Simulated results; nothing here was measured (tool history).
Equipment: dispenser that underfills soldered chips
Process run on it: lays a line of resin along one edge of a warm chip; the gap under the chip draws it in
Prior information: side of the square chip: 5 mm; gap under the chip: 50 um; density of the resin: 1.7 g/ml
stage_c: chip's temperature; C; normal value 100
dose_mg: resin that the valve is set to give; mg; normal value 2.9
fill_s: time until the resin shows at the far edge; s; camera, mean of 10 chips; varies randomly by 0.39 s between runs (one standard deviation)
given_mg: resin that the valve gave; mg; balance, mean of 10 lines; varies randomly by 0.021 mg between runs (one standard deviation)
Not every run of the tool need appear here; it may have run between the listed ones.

Run 1, day 0: usual settings. Result: fill_s 32.2 s, given_mg 2.55 mg.
At day 0.125: dispensing valve cleaned and set on the balance.
Run 2, day 0.212: usual settings but stage_c 92 C. Result: fill_s 46 s, given_mg 2.94 mg.
At day 0.338: new syringe of resin.
Run 3, day 0.35: usual settings but stage_c 92 C. Result: fill_s 33.3 s, given_mg 2.9 mg.
Run 4, day 0.471: usual settings but stage_c 87 C. Result: fill_s 44 s, given_mg 2.87 mg.
Run 5, day 0.604: usual settings but dose_mg 2.77 mg. Result: fill_s 32.4 s, given_mg 2.73 mg.
Run 6, day 0.788: usual settings but dose_mg 3.6 mg. Result: fill_s 35 s, given_mg 3.55 mg.
At day 0.842: new syringe of resin.
Run 7, day 0.879: usual settings but stage_c 97 C, dose_mg 3.6 mg. Result: fill_s 28.5 s, given_mg 3.57 mg.
Run 8, day 1.042: usual settings. Result: fill_s 30.4 s, given_mg 2.89 mg.
Run 9, day 1.142: usual settings. Result: fill_s 33.5 s, given_mg 2.84 mg.
Run 10, day 1.312: usual settings. Result: fill_s 38.3 s, given_mg 2.83 mg.
At day 1.362: new syringe of resin.
Run 11, day 1.446: usual settings but stage_c 110 C. Result: fill_s 19.8 s, given_mg 2.84 mg.
Run 12, day 1.554: usual settings but stage_c 110 C. Result: fill_s 22.2 s, given_mg 2.88 mg.
Run 13, day 1.633: usual settings but stage_c 110 C. Result: fill_s 23.9 s, given_mg 2.87 mg.
Run 14, day 1.8: usual settings but stage_c 110 C. Result: fill_s 26.8 s, given_mg 2.85 mg.
At day 1.871: new syringe of resin.
Run 15, day 1.904: usual settings but stage_c 110 C. Result: fill_s 19.6 s, given_mg 2.85 mg.
Run 16, day 2.012: usual settings but stage_c 110 C. Result: fill_s 20.8 s, given_mg 2.83 mg.
Run 17, day 2.196: usual settings but stage_c 110 C. Result: fill_s 24.7 s, given_mg 2.82 mg.
Run 18, day 2.283: usual settings but stage_c 110 C. Result: fill_s 27.2 s, given_mg 2.79 mg.
At day 2.383: new syringe of resin.
Run 19, day 2.475: usual settings but stage_c 110 C. Result: fill_s 19.7 s, given_mg 2.81 mg.
Run 20, day 2.596: usual settings but stage_c 89 C, dose_mg 2.64 mg. Result: fill_s 45.6 s, given_mg 2.59 mg.
Run 21, day 2.771: usual settings but stage_c 86 C, dose_mg 3.75 mg. Result: fill_s 54.2 s, given_mg 3.62 mg.
At day 2.888: new syringe of resin.
Run 22, day 2.958: usual settings but stage_c 86 C, dose_mg 3.75 mg. Result: fill_s 41.8 s, given_mg 3.62 mg.
Run 23, day 3.054: usual settings but stage_c 86 C, dose_mg 2.67 mg. Result: fill_s 49.5 s, given_mg 2.57 mg.
Run 24, day 3.179: usual settings but stage_c 103 C. Result: fill_s 30 s, given_mg 2.81 mg.
Run 25, day 3.304: usual settings but stage_c 98 C, dose_mg 3.21 mg. Result: fill_s 38.2 s, given_mg 3.07 mg.
At day 3.4: new syringe of resin.
Run 26, day 3.446: usual settings but dose_mg 2.58 mg. Result: fill_s 28.5 s, given_mg 2.45 mg.
Run 27, day 3.562: usual settings but dose_mg 2.58 mg. Result: fill_s 31.5 s, given_mg 2.43 mg.
Run 28, day 3.688: usual settings but dose_mg 2.58 mg. Result: fill_s 35.8 s, given_mg 2.46 mg.
Run 29, day 3.838: usual settings but stage_c 103 C, dose_mg 3.53 mg. Result: fill_s 32.1 s, given_mg 3.33 mg.
At day 3.904: new syringe of resin.
Run 30, day 4.025: usual settings but stage_c 103 C, dose_mg 3.53 mg. Result: fill_s 25.3 s, given_mg 3.35 mg.
Run 31, day 4.146: usual settings but stage_c 94 C, dose_mg 3.58 mg. Result: fill_s 36.8 s, given_mg 3.38 mg.
Run 32, day 4.254: usual settings but stage_c 96 C, dose_mg 3.29 mg. Result: fill_s 38.6 s, given_mg 3.11 mg.
At day 4.421: new syringe of resin.
Run 33, day 4.45: usual settings but stage_c 97 C, dose_mg 3.46 mg. Result: fill_s 28.5 s, given_mg 3.27 mg.
Run 34, day 4.604: usual settings but stage_c 97 C, dose_mg 3.46 mg. Result: fill_s 32.4 s, given_mg 3.22 mg.
Run 35, day 4.8: usual settings but stage_c 97 C, dose_mg 3.46 mg. Result: fill_s 38.4 s, given_mg 3.26 mg.
Run 36, day 4.904: usual settings but stage_c 107 C, dose_mg 3.08 mg. Result: fill_s 30.3 s, given_mg 2.88 mg.
At day 4.938: new syringe of resin.
Run 37, day 5.067: usual settings but stage_c 110 C, dose_mg 3.01 mg. Result: fill_s 21.1 s, given_mg 2.81 mg.

Each row is a separate what-if for the run after 37, all from the same tool condition, not one after another. Results?
Run A, day 5.167: usual settings but stage_c 94 C, dose_mg 3.62 mg. Result: fill_s ?, given_mg ?.
Run B, day 5.167: usual settings but stage_c 105 C, dose_mg 2.66 mg. Result: fill_s ?, given_mg ?.
Run C, day 5.167: usual settings but stage_c 113 C, dose_mg 3.5 mg. Result: fill_s ?, given_mg ?.

run  fill_s  given_mg
  A    37.2      3.37
  B    27.7      2.48
  C    19.8      3.27
What these runs would have given with no unlogged condition in the tool:
run  fill_s  given_mg
  A    29.6      3.61
  B    21.6      2.66
  C    15.8       3.5
